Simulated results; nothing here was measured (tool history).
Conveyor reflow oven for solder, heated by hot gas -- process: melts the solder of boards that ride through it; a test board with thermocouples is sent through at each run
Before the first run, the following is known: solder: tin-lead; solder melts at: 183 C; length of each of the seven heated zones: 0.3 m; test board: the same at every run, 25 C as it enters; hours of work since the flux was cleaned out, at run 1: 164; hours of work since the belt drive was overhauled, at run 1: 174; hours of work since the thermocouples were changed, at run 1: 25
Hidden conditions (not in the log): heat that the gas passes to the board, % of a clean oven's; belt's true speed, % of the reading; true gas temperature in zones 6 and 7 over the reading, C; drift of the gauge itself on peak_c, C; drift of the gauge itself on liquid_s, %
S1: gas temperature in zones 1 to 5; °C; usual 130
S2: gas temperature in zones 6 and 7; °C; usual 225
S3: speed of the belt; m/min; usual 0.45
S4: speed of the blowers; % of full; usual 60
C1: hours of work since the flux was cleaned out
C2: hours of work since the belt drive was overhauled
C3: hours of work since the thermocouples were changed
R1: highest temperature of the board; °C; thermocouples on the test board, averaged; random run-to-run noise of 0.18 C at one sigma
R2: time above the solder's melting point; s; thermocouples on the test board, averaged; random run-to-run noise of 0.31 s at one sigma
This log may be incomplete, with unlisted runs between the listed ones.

run 1 hour=0 | S1=130 S2=225 S3=0.45 S4=60 | C1=164 C2=174 C3=25 | R1=207.1 R2=47.4
run 2 hour=10.4 | S1=130 S2=225 S3=0.45 S4=60 | C1=169 C2=180 C3=30 | R1=207 R2=47.7
run 3 hour=18.7 | S1=130 S2=225 S3=0.45 S4=60 | C1=174 C2=184 C3=35 | R1=207.1 R2=47.4
run 4 hour=25.9 | S1=130 S2=225 S3=0.45 S4=60 | C1=178 C2=188 C3=39 | R1=207.1 R2=47.1
run 5 hour=35.4 | S1=130 S2=225 S3=0.45 S4=60 | C1=183 C2=193 C3=44 | R1=207 R2=47.1
run 6 hour=44.5 | S1=130 S2=225 S3=0.45 S4=60 | C1=187 C2=198 C3=48 | R1=206.9 R2=47.2
run 7 hour=56 | S1=130 S2=230 S3=0.45 S4=60 | C1=194 C2=204 C3=55 | R1=211.4 R2=51
run 8 hour=64.2 | S1=130 S2=230 S3=0.45 S4=60 | C1=198 C2=208 C3=59 | R1=210.8 R2=51.3
run 9 hour=72.9 | S1=130 S2=230 S3=0.45 S4=60 | C1=202 C2=213 C3=63 | R1=211.2 R2=51.5
run 10 hour=86.4 | S1=130 S2=230 S3=0.45 S4=52 | C1=210 C2=220 C3=71 | R1=208.5 R2=47.9
run 11 hour=98.2 | S1=130 S2=230 S3=0.45 S4=52 | C1=216 C2=226 C3=77 | R1=208.6 R2=47.8
run 12 hour=111.4 | S1=130 S2=230 S3=0.45 S4=52 | C1=223 C2=233 C3=84 | R1=208.7 R2=47.9
run 13 hour=122.5 | S1=130 S2=225 S3=0.45 S4=60 | C1=229 C2=239 C3=90 | R1=206.9 R2=47.1
run 14 hour=134.3 | S1=130 S2=225 S3=0.45 S4=60 | C1=235 C2=245 C3=96 | R1=206.8 R2=47.5
run 15 hour=146.7 | S1=130 S2=225 S3=0.45 S4=60 | C1=241 C2=252 C3=103 | R1=207 R2=46.8
run 16 hour=157.3 | S1=130 S2=230 S3=0.45 S4=54 | C1=247 C2=257 C3=108 | R1=209.1 R2=49
run 17 hour=166.8 | S1=130 S2=230 S3=0.45 S4=54 | C1=252 C2=262 C3=113 | R1=209.2 R2=49
run 18 hour=175.6 | S1=130 S2=230 S3=0.45 S4=54 | C1=257 C2=267 C3=118 | R1=209.1 R2=49
run 19 hour=184.2 | S1=137 S2=213 S3=0.45 S4=54 | C1=261 C2=272 C3=122 | R1=196.4 R2=35.3
run 20 hour=194.5 | S1=130 S2=216 S3=0.381 S4=57 | C1=267 C2=277 C3=128 | R1=202.7 R2=52.3

Run 21 is up next; what results do you expect?
run 21 hour=203 | S1=130 S2=225 S3=0.527 S4=52 | C1=271 C2=282 C3=132 | R1=? R2=?

R1: 198.4 °C
R2: 28.5 s
Take away the tool's hidden state, keep the run-to-run variation as it was, and the same run would have given R1 199.7 °C, R2 30.4 s.
